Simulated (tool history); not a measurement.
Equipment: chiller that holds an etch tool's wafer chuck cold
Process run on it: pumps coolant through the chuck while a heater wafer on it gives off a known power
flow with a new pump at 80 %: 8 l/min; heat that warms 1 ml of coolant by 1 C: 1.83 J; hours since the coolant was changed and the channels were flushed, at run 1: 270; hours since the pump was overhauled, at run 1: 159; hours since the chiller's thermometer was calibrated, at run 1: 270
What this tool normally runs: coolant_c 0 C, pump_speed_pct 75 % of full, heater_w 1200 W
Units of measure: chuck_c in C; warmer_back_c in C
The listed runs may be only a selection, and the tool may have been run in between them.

run,hour,coolant_c,pump_speed_pct,heater_w,hours since the coolant was changed and the channels were flushed,hours since the pump was overhauled,hours since the chiller's thermometer was calibrated,chuck_c,warmer_back_c
1,0.0,0,75,1200,270,159,270,11.1,5.30
2,39.9,0,75,880,310,199,310,8.2,3.87
3,82.6,0,75,880,353,241,353,8.0,3.84
4,166.1,-10,75,1200,436,325,436,1.0,5.29
5,199.6,0,75,1788,470,358,470,16.9,7.82
6,246.2,0,75,1788,516,405,516,16.5,7.88
7,321.9,0,75,1788,592,481,592,16.7,7.86
8,371.1,0,75,1006,641,530,641,9.1,4.45
9,429.9,0,75,1200,700,589,700,11.3,5.30
10,480.4,0,75,1200,751,639,751,11.2,5.33
11,548.2,0,75,1200,818,707,818,11.2,5.37
12,589.7,0,75,1200,860,748,860,11.4,5.39
13,657.6,0,75,1200,928,816,928,11.3,5.36
14,705.8,0,75,1200,976,864,976,11.2,5.33
15,773.3,0,75,1200,1044,932,1044,11.4,5.35
16,833.3,0,64,1200,1104,992,1104,12.6,6.35
17,916.7,5,78,750,1187,1075,1187,11.9,3.25
18,970.4,-2,91,687,1241,1129,1241,3.9,2.50
19,1042.4,5,63,1200,1313,1201,1313,17.8,6.47
20,1113.0,5,74,1053,1383,1272,1383,15.3,4.80
21,1168.5,6,90,644,1439,1327,1439,11.5,2.44
22,1221.2,-9,75,1439,1491,1380,1491,5.2,6.47
23,1303.8,-4,75,1720,1574,1462,1574,12.7,7.74
24,1375.5,10,77,808,1646,1534,1646,17.6,3.55
25,1415.8,10,77,808,1686,1575,1686,17.6,3.54
26,1491.5,9,86,1629,1762,1650,1762,23.8,6.42
27,1555.2,3,95,1208,1825,1714,1825,13.1,4.29
28,1627.8,-7,75,634,1898,1787,1898,-1.1,2.86
29,1684.8,3,82,1071,1955,1843,1955,13.1,4.42
30,1738.4,10,82,1325,2009,1897,2009,22.6,5.49
31,1812.0,-1,87,1394,2082,1971,2082,11.7,5.45

Measured result minus the same run's result without the hidden state. Both carry the same run-to-run variation, though not necessarily the same gauge scatter:
Unlogged tool condition in this case: heat passed by the chuck's channels, % of clean ones'; flow at a given pump speed, % of a new pump's; coolant's true temperature over the reading, C; drift of the gauge itself on chuck_c, C; drift of the gauge itself on warmer_back_c, C.
run,chuck_c,warmer_back_c
1,+0.3,-0.01
2,+0.2,+0.00
3,+0.2,+0.00
4,+0.4,+0.01
5,+0.6,+0.02
6,+0.5,+0.03
7,+0.6,+0.04
8,+0.3,+0.03
9,+0.4,+0.04
10,+0.5,+0.05
11,+0.5,+0.05
12,+0.5,+0.06
13,+0.6,+0.06
14,+0.5,+0.07
15,+0.6,+0.09
16,+0.7,+0.11
17,+0.4,+0.06
18,+0.2,+0.05
19,+0.8,+0.15
20,+0.7,+0.12
21,+0.3,+0.06
22,+1.1,+0.16
23,+1.4,+0.21
24,+0.5,+0.11
25,+0.5,+0.11
26,+1.3,+0.20
27,+0.9,+0.14
28,+0.4,+0.10
29,+0.9,+0.16
30,+1.2,+0.21
31,+1.3,+0.21

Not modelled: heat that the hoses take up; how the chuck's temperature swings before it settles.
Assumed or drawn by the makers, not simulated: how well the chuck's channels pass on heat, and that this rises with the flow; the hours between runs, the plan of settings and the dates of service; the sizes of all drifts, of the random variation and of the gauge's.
